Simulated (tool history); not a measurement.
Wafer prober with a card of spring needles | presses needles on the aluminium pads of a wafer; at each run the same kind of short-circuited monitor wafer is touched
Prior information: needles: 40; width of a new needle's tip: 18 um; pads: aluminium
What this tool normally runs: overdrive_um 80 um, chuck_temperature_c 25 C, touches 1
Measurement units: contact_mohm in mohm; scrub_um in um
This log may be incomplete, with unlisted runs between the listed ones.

{"run": 1, "day": 0.0, "overdrive_um": 80, "chuck_temperature_c": 25, "touches": 1, "contact_mohm": 202, "scrub_um": 16.04}
{"day": 0.5, "done": "tips cleaned on abrasive film"}
{"run": 2, "day": 0.804, "overdrive_um": 80, "chuck_temperature_c": 49, "touches": 1, "contact_mohm": 223, "scrub_um": 15.73}
{"day": 1.129, "done": "tips cleaned on abrasive film"}
{"run": 3, "day": 1.292, "overdrive_um": 80, "chuck_temperature_c": 49, "touches": 1, "contact_mohm": 214, "scrub_um": 15.9}
{"day": 1.729, "done": "tips cleaned on abrasive film"}
{"run": 4, "day": 1.792, "overdrive_um": 80, "chuck_temperature_c": 49, "touches": 1, "contact_mohm": 204, "scrub_um": 15.85}
{"day": 2.312, "done": "tips cleaned on abrasive film"}
{"run": 5, "day": 2.375, "overdrive_um": 80, "chuck_temperature_c": 49, "touches": 1, "contact_mohm": 209, "scrub_um": 15.96}
{"day": 2.962, "done": "tips cleaned on abrasive film"}
{"run": 6, "day": 3.075, "overdrive_um": 80, "chuck_temperature_c": 57, "touches": 1, "contact_mohm": 213, "scrub_um": 15.57}
{"day": 3.538, "done": "tips cleaned on abrasive film, once more"}
{"run": 7, "day": 3.817, "overdrive_um": 80, "chuck_temperature_c": 25, "touches": 1, "contact_mohm": 210, "scrub_um": 15.81}
{"day": 4.167, "done": "tips cleaned on abrasive film"}
{"run": 8, "day": 4.558, "overdrive_um": 80, "chuck_temperature_c": 25, "touches": 3, "contact_mohm": 200, "scrub_um": 15.72}
{"day": 4.779, "done": "tips cleaned on abrasive film"}
{"run": 9, "day": 5.175, "overdrive_um": 73, "chuck_temperature_c": 25, "touches": 1, "contact_mohm": 214, "scrub_um": 14.32}
{"day": 5.433, "done": "tips cleaned on abrasive film"}
{"run": 10, "day": 5.958, "overdrive_um": 73, "chuck_temperature_c": 25, "touches": 1, "contact_mohm": 222, "scrub_um": 14.24}
{"day": 6.046, "done": "tips cleaned on abrasive film"}
{"run": 11, "day": 6.408, "overdrive_um": 73, "chuck_temperature_c": 25, "touches": 1, "contact_mohm": 216, "scrub_um": 14.38}
{"day": 6.642, "done": "tips cleaned on abrasive film"}
{"run": 12, "day": 6.804, "overdrive_um": 71, "chuck_temperature_c": 25, "touches": 1, "contact_mohm": 211, "scrub_um": 13.94}
{"day": 7.238, "done": "tips cleaned on abrasive film"}
{"run": 13, "day": 7.246, "overdrive_um": 71, "chuck_temperature_c": 25, "touches": 1, "contact_mohm": 201, "scrub_um": 13.81}
{"run": 14, "day": 7.792, "overdrive_um": 71, "chuck_temperature_c": 25, "touches": 1, "contact_mohm": 217, "scrub_um": 14}
{"day": 7.85, "done": "tips cleaned on abrasive film"}
{"run": 15, "day": 8.188, "overdrive_um": 69, "chuck_temperature_c": 25, "touches": 2, "contact_mohm": 209, "scrub_um": 13.4}
{"day": 8.442, "done": "tips cleaned on abrasive film"}
{"run": 16, "day": 8.846, "overdrive_um": 69, "chuck_temperature_c": 25, "touches": 2, "contact_mohm": 212, "scrub_um": 13.45}
{"day": 9.058, "done": "tips cleaned on abrasive film"}
{"run": 17, "day": 9.225, "overdrive_um": 69, "chuck_temperature_c": 25, "touches": 2, "contact_mohm": 206, "scrub_um": 13.18}
{"day": 9.675, "done": "tips cleaned on abrasive film"}
{"run": 18, "day": 9.904, "overdrive_um": 89, "chuck_temperature_c": 28, "touches": 1, "contact_mohm": 209, "scrub_um": 17.24}
{"day": 10.292, "done": "tips cleaned on abrasive film"}
{"run": 19, "day": 10.433, "overdrive_um": 61, "chuck_temperature_c": 39, "touches": 2, "contact_mohm": 208, "scrub_um": 11.74}
{"run": 20, "day": 10.796, "overdrive_um": 61, "chuck_temperature_c": 39, "touches": 2, "contact_mohm": 217, "scrub_um": 11.57}
{"day": 10.925, "done": "tips cleaned on abrasive film"}
{"day": 11.517, "done": "tips cleaned on abrasive film"}
{"run": 21, "day": 11.517, "overdrive_um": 64, "chuck_temperature_c": 34, "touches": 1, "contact_mohm": 205, "scrub_um": 12.41}
{"day": 12.133, "done": "tips cleaned on abrasive film"}
{"run": 22, "day": 12.146, "overdrive_um": 66, "chuck_temperature_c": 62, "touches": 2, "contact_mohm": 209, "scrub_um": 12.82}
{"day": 12.742, "done": "tips cleaned on abrasive film"}
{"run": 23, "day": 12.917, "overdrive_um": 66, "chuck_temperature_c": 62, "touches": 2, "contact_mohm": 214, "scrub_um": 12.67}
{"day": 13.371, "done": "tips cleaned on abrasive film"}
{"run": 24, "day": 13.658, "overdrive_um": 65, "chuck_temperature_c": 52, "touches": 2, "contact_mohm": 218, "scrub_um": 12.62}

Branching from run 24: 3 alternative next runs. What would each branch give?
{"day": 13.996, "done": "tips cleaned on abrasive film"}
{"run": "A", "day": 14.358, "overdrive_um": 66, "chuck_temperature_c": 33, "touches": 1, "contact_mohm": "?", "scrub_um": "?"}
{"day": 13.996, "done": "tips cleaned on abrasive film"}
{"run": "B", "day": 14.358, "overdrive_um": 83, "chuck_temperature_c": 28, "touches": 2, "contact_mohm": "?", "scrub_um": "?"}
{"day": 13.996, "done": "tips cleaned on abrasive film"}
{"run": "C", "day": 14.358, "overdrive_um": 85, "chuck_temperature_c": 52, "touches": 3, "contact_mohm": "?", "scrub_um": "?"}

run=A contact_mohm=224 scrub_um=12.67
run=B contact_mohm=206 scrub_um=16.03
run=C contact_mohm=207 scrub_um=16.52
Without the tool's hidden state the same runs would have given:
run=A contact_mohm=199 scrub_um=13.38
run=B contact_mohm=195 scrub_um=16.73
run=C contact_mohm=201 scrub_um=17.23

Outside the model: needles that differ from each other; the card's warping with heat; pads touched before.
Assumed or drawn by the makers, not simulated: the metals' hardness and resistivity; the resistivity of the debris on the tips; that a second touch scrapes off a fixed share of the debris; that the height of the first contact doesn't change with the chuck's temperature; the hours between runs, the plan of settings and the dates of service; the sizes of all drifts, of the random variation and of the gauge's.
